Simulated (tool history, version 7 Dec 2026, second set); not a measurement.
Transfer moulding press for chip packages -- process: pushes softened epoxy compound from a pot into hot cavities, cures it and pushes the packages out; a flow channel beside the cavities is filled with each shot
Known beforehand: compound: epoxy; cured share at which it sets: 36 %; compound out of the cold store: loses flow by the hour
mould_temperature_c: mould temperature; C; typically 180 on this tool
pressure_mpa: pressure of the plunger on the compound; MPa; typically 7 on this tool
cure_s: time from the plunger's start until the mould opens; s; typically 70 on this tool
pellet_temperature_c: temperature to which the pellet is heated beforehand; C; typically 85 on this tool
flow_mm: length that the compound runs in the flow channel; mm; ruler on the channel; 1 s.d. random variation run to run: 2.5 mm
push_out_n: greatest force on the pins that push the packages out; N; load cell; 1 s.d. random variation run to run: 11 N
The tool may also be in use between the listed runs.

run   hour  mould_temperature_c  pressure_mpa  cure_s  pellet_temperature_c  incoming compound's hours out of the cold store  flow_mm  push_out_n
  1      0                  180             7      70                    85                                             20.2      582         549
  2   31.8                  180             7      70                    85                                               29      562         780
      56.6  -- cavities cleaned with cleaning compound and waxed
  3   69.2                  180             7      70                    85                                             31.5      552         618
  4   98.3                  180             7      70                    85                                             23.4      567         771
     118.2  -- cavities cleaned with cleaning compound and waxed
  5  150.3                  180             7      70                    85                                               26      551         736
     179.3  -- plunger's sealing rings changed
     180.8  -- cavities cleaned with cleaning compound and waxed
  6  189.7                  180             7      70                    85                                               33      583         580
  7  232.6                  180             7      61                    85                                             42.7      559        1107
     245.9  -- cavities cleaned with cleaning compound and waxed
     255.3  -- mould's thermocouples calibrated
  8  284.4                  180             7      70                    85                                             15.6      600         811
     309.2  -- cavities cleaned with cleaning compound and waxed
  9  339.6                  176             7      70                    85                                             36.8      570         949
     369.7  -- cavities cleaned with cleaning compound and waxed
 10  369.7                  180          8.27      70                    85                                             22.9      629         541
     401.9  -- mould's thermocouples calibrated, once more
 11  424.5                  180          8.27      70                    85                                             10.9      641         906
     434.3  -- cavities cleaned with cleaning compound and waxed
 12    473                  180             7      70                    81                                             35.6      545         796
     497.4  -- cavities cleaned with cleaning compound and waxed
 13  499.7                  186          5.98      75                    79                                             33.7      496         332

Expected results for the next run?
     549.7  -- plunger's sealing rings changed
 14  557.7                  180             7      70                    92                                             30.4        ?           ?

Run 14 produced flow_mm 586 mm, push_out_n 848 N.
With the hidden condition absent and the run-to-run variation left alone, this run would have shown flow_mm 588 mm, push_out_n 494 N.
